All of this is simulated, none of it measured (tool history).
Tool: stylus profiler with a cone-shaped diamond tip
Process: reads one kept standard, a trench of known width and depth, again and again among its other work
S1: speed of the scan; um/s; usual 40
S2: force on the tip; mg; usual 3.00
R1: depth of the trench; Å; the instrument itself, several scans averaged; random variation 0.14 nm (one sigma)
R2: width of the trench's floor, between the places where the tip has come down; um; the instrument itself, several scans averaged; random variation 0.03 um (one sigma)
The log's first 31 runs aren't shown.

| run | hour | S1 | S2 | R1 | R2 |
|---|---|---|---|---|---|
| 32 | 387.5 | 23 | 1.07 | 5008.7 | 46.84 |
| 33 | 398.9 | 66 | 4.58 | 5034.8 | 46.84 |
| 34 | 411.3 | 43 | 1.28 | 5010.0 | 46.78 |
| 35 | 426.6 | 111 | 2.99 | 5022.6 | 46.67 |
| 36 | 442.0 | 17 | 1.69 | 5014.5 | 46.84 |
| 37 | 455.5 | 111 | 4.33 | 5032.3 | 46.82 |
| 38 | 465.4 | 111 | 4.33 | 5034.5 | 46.70 |
| 39 | 474.0 | 130 | 4.86 | 5038.2 | 46.73 |
| 40 | 492.5 | 19 | 3.84 | 5031.1 | 46.86 |
| 41 | 504.0 | 24 | 1.38 | 5009.2 | 46.86 |
| 42 | 521.5 | 37 | 5.02 | 5035.5 | 46.84 |
| 43 | 535.5 | 37 | 5.02 | 5037.9 | 46.83 |
| 44 | 549.4 | 56 | 5.65 | 5038.5 | 46.83 |
| 45 | 562.1 | 56 | 4.61 | 5034.4 | 46.84 |
| 46 | 575.3 | 19 | 7.45 | 5053.4 | 46.83 |

5 ways to go on from here, each from the tool as it stands after run 46. What would each give?
| A | 590.8 | 34 | 2.20 | ? | ? |
| B | 590.8 | 151 | 6.11 | ? | ? |
| C | 590.8 | 60 | 7.45 | ? | ? |
| D | 590.8 | 68 | 3.64 | ? | ? |
| E | 590.8 | 19 | 2.05 | ? | ? |

| run | R1 | R2 |
|---|---|---|
| A | 5016.8 | 46.81 |
| B | 5040.7 | 46.64 |
| C | 5050.0 | 46.76 |
| D | 5029.5 | 46.73 |
| E | 5016.2 | 46.85 |
Without the tool's hidden state the same runs would have given:
| run | R1 | R2 |
|---|---|---|
| A | 5027.5 | 47.31 |
| B | 5051.5 | 47.14 |
| C | 5060.8 | 47.26 |
| D | 5040.3 | 47.23 |
| E | 5027.0 | 47.35 |
